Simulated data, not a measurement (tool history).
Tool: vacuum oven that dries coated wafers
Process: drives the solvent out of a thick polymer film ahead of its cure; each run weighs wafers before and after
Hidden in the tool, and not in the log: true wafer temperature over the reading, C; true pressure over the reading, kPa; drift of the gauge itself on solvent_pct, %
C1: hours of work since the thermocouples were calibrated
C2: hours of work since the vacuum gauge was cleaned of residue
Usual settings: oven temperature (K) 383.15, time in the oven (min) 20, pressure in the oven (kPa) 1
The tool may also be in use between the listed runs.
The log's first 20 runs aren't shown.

run 21 hour=440.2 | oven_temperature_(K)=383.15 time_in_the_oven_(min)=20 pressure_in_the_oven_(kPa)=1 | C1=76 C2=935 | solvent_left_in_the_film_(%)=2.08
run 22 hour=461.3 | oven_temperature_(K)=383.15 time_in_the_oven_(min)=20 pressure_in_the_oven_(kPa)=1 | C1=91 C2=949 | solvent_left_in_the_film_(%)=2.11
run 23 hour=482 | oven_temperature_(K)=388.15 time_in_the_oven_(min)=23 pressure_in_the_oven_(kPa)=1.21 | C1=105 C2=964 | solvent_left_in_the_film_(%)=1.07
run 24 hour=501.1 | oven_temperature_(K)=388.15 time_in_the_oven_(min)=23 pressure_in_the_oven_(kPa)=1.21 | C1=118 C2=977 | solvent_left_in_the_film_(%)=1.08
run 25 hour=519 | oven_temperature_(K)=370.15 time_in_the_oven_(min)=20 pressure_in_the_oven_(kPa)=1.37 | C1=130 C2=989 | solvent_left_in_the_film_(%)=6.91
run 26 hour=536 | oven_temperature_(K)=393.15 time_in_the_oven_(min)=15 pressure_in_the_oven_(kPa)=3.71 | C1=142 C2=1000 | solvent_left_in_the_film_(%)=2.57
run 27 hour=549.2 | oven_temperature_(K)=390.15 time_in_the_oven_(min)=30 pressure_in_the_oven_(kPa)=0.7 | C1=151 C2=1009 | solvent_left_in_the_film_(%)=0.49
run 28 hour=567.7 | oven_temperature_(K)=390.15 time_in_the_oven_(min)=30 pressure_in_the_oven_(kPa)=0.7 | C1=163 C2=1022 | solvent_left_in_the_film_(%)=0.46
run 29 hour=594.7 | oven_temperature_(K)=390.15 time_in_the_oven_(min)=30 pressure_in_the_oven_(kPa)=0.7 | C1=182 C2=1040 | solvent_left_in_the_film_(%)=0.47
run 30 hour=607.9 | oven_temperature_(K)=394.15 time_in_the_oven_(min)=27 pressure_in_the_oven_(kPa)=1 | C1=191 C2=1049 | solvent_left_in_the_film_(%)=0.54
run 31 hour=625.4 | oven_temperature_(K)=394.15 time_in_the_oven_(min)=27 pressure_in_the_oven_(kPa)=1 | C1=203 C2=1061 | solvent_left_in_the_film_(%)=0.57
run 32 hour=641.8 | oven_temperature_(K)=398.15 time_in_the_oven_(min)=20 pressure_in_the_oven_(kPa)=0.75 | C1=214 C2=1073 | solvent_left_in_the_film_(%)=0.4
run 33 hour=660.6 | oven_temperature_(K)=398.15 time_in_the_oven_(min)=20 pressure_in_the_oven_(kPa)=0.75 | C1=227 C2=1085 | solvent_left_in_the_film_(%)=0.39
run 34 hour=679.7 | oven_temperature_(K)=398.15 time_in_the_oven_(min)=20 pressure_in_the_oven_(kPa)=0.75 | C1=240 C2=1098 | solvent_left_in_the_film_(%)=0.4
run 35 hour=698.1 | oven_temperature_(K)=398.15 time_in_the_oven_(min)=20 pressure_in_the_oven_(kPa)=0.75 | C1=252 C2=1111 | solvent_left_in_the_film_(%)=0.42
run 36 hour=713.7 | oven_temperature_(K)=390.15 time_in_the_oven_(min)=21 pressure_in_the_oven_(kPa)=1.45 | C1=263 C2=1122 | solvent_left_in_the_film_(%)=1.17
-- hour=724 vacuum gauge cleaned of residue and calibrated
run 37 hour=728.6 | oven_temperature_(K)=374.15 time_in_the_oven_(min)=27 pressure_in_the_oven_(kPa)=0.62 | C1=272 C2=3 | solvent_left_in_the_film_(%)=2.93
run 38 hour=752.4 | oven_temperature_(K)=369.15 time_in_the_oven_(min)=27 pressure_in_the_oven_(kPa)=0.62 | C1=288 C2=19 | solvent_left_in_the_film_(%)=4.82
run 39 hour=779.4 | oven_temperature_(K)=372.15 time_in_the_oven_(min)=22 pressure_in_the_oven_(kPa)=0.93 | C1=307 C2=38 | solvent_left_in_the_film_(%)=5.15

The next listed run, before its measurement:
run 40 hour=797.5 | oven_temperature_(K)=393.15 time_in_the_oven_(min)=12 pressure_in_the_oven_(kPa)=2.23 | C1=319 C2=50 | solvent_left_in_the_film_(%)=?

solvent left in the film (%): 2.34
Without the tool's hidden state the same run would have given solvent left in the film (%) 2.33.
